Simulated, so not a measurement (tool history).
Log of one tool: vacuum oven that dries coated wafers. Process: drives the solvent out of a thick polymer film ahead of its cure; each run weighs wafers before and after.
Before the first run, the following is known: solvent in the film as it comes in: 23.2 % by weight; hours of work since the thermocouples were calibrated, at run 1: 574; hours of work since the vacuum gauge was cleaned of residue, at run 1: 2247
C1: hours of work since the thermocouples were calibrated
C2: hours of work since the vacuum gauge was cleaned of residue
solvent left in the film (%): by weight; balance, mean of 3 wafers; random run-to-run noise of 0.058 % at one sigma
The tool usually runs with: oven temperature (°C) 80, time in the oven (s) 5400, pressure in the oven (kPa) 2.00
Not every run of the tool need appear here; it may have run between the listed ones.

run 1 hour=0.0 | oven_temperature_(°C)=80 time_in_the_oven_(s)=5400 pressure_in_the_oven_(kPa)=2.00 | C1=574 C2=2247 | solvent_left_in_the_film_(%)=3.58
run 2 hour=58.2 | oven_temperature_(°C)=80 time_in_the_oven_(s)=5400 pressure_in_the_oven_(kPa)=4.27 | C1=609 C2=2282 | solvent_left_in_the_film_(%)=5.00
run 3 hour=145.9 | oven_temperature_(°C)=80 time_in_the_oven_(s)=5400 pressure_in_the_oven_(kPa)=4.27 | C1=663 C2=2336 | solvent_left_in_the_film_(%)=4.89
-- hour=178.0 oven's thermocouples calibrated
run 4 hour=234.5 | oven_temperature_(°C)=80 time_in_the_oven_(s)=5400 pressure_in_the_oven_(kPa)=4.27 | C1=35 C2=2390 | solvent_left_in_the_film_(%)=5.37
run 5 hour=339.2 | oven_temperature_(°C)=80 time_in_the_oven_(s)=5400 pressure_in_the_oven_(kPa)=4.27 | C1=99 C2=2454 | solvent_left_in_the_film_(%)=5.28
run 6 hour=417.1 | oven_temperature_(°C)=80 time_in_the_oven_(s)=6000 pressure_in_the_oven_(kPa)=4.27 | C1=147 C2=2502 | solvent_left_in_the_film_(%)=5.00
run 7 hour=474.0 | oven_temperature_(°C)=80 time_in_the_oven_(s)=3600 pressure_in_the_oven_(kPa)=2.00 | C1=182 C2=2537 | solvent_left_in_the_film_(%)=5.55
run 8 hour=587.8 | oven_temperature_(°C)=80 time_in_the_oven_(s)=3600 pressure_in_the_oven_(kPa)=2.00 | C1=252 C2=2607 | solvent_left_in_the_film_(%)=5.53
run 9 hour=664.8 | oven_temperature_(°C)=80 time_in_the_oven_(s)=5400 pressure_in_the_oven_(kPa)=2.00 | C1=299 C2=2654 | solvent_left_in_the_film_(%)=3.65
run 10 hour=760.5 | oven_temperature_(°C)=80 time_in_the_oven_(s)=5400 pressure_in_the_oven_(kPa)=2.00 | C1=358 C2=2713 | solvent_left_in_the_film_(%)=3.67
run 11 hour=826.5 | oven_temperature_(°C)=80 time_in_the_oven_(s)=5400 pressure_in_the_oven_(kPa)=1.12 | C1=399 C2=2754 | solvent_left_in_the_film_(%)=3.06
run 12 hour=934.9 | oven_temperature_(°C)=80 time_in_the_oven_(s)=3420 pressure_in_the_oven_(kPa)=1.18 | C1=466 C2=2820 | solvent_left_in_the_film_(%)=5.09
run 13 hour=1028.7 | oven_temperature_(°C)=80 time_in_the_oven_(s)=3420 pressure_in_the_oven_(kPa)=1.18 | C1=523 C2=2878 | solvent_left_in_the_film_(%)=4.95
run 14 hour=1095.3 | oven_temperature_(°C)=80 time_in_the_oven_(s)=3420 pressure_in_the_oven_(kPa)=1.18 | C1=564 C2=2919 | solvent_left_in_the_film_(%)=5.08
run 15 hour=1166.3 | oven_temperature_(°C)=94 time_in_the_oven_(s)=3000 pressure_in_the_oven_(kPa)=1.08 | C1=608 C2=2963 | solvent_left_in_the_film_(%)=1.49
run 16 hour=1279.9 | oven_temperature_(°C)=80 time_in_the_oven_(s)=9240 pressure_in_the_oven_(kPa)=2.54 | C1=678 C2=3033 | solvent_left_in_the_film_(%)=3.01
-- hour=1291.9 oven's thermocouples calibrated
run 17 hour=1346.2 | oven_temperature_(°C)=80 time_in_the_oven_(s)=9240 pressure_in_the_oven_(kPa)=2.54 | C1=33 C2=3072 | solvent_left_in_the_film_(%)=3.17
run 18 hour=1444.1 | oven_temperature_(°C)=80 time_in_the_oven_(s)=7440 pressure_in_the_oven_(kPa)=1.50 | C1=94 C2=3132 | solvent_left_in_the_film_(%)=2.74
run 19 hour=1510.2 | oven_temperature_(°C)=80 time_in_the_oven_(s)=7440 pressure_in_the_oven_(kPa)=1.50 | C1=134 C2=3173 | solvent_left_in_the_film_(%)=2.76
run 20 hour=1558.3 | oven_temperature_(°C)=80 time_in_the_oven_(s)=7440 pressure_in_the_oven_(kPa)=1.50 | C1=164 C2=3203 | solvent_left_in_the_film_(%)=2.69
run 21 hour=1606.9 | oven_temperature_(°C)=80 time_in_the_oven_(s)=7440 pressure_in_the_oven_(kPa)=1.50 | C1=194 C2=3233 | solvent_left_in_the_film_(%)=2.69

Difference, measured minus no-hidden-state, one row per run. Run-to-run variation is common to both terms; the gauge's own scatter need not be:
What the log doesn't record here: true wafer temperature over the reading, C; true pressure over the reading, kPa; drift of the gauge itself on solvent_pct, %.
run=1 solvent_left_in_the_film_(%)=+0.60
run=2 solvent_left_in_the_film_(%)=+0.57
run=3 solvent_left_in_the_film_(%)=+0.56
run=4 solvent_left_in_the_film_(%)=+0.90
run=5 solvent_left_in_the_film_(%)=+0.86
run=6 solvent_left_in_the_film_(%)=+0.86
run=7 solvent_left_in_the_film_(%)=+0.77
run=8 solvent_left_in_the_film_(%)=+0.73
run=9 solvent_left_in_the_film_(%)=+0.82
run=10 solvent_left_in_the_film_(%)=+0.81
run=11 solvent_left_in_the_film_(%)=+0.81
run=12 solvent_left_in_the_film_(%)=+0.63
run=13 solvent_left_in_the_film_(%)=+0.59
run=14 solvent_left_in_the_film_(%)=+0.59
run=15 solvent_left_in_the_film_(%)=+0.51
run=16 solvent_left_in_the_film_(%)=+0.95
run=17 solvent_left_in_the_film_(%)=+1.07
run=18 solvent_left_in_the_film_(%)=+1.06
run=19 solvent_left_in_the_film_(%)=+1.07
run=20 solvent_left_in_the_film_(%)=+1.05
run=21 solvent_left_in_the_film_(%)=+1.06

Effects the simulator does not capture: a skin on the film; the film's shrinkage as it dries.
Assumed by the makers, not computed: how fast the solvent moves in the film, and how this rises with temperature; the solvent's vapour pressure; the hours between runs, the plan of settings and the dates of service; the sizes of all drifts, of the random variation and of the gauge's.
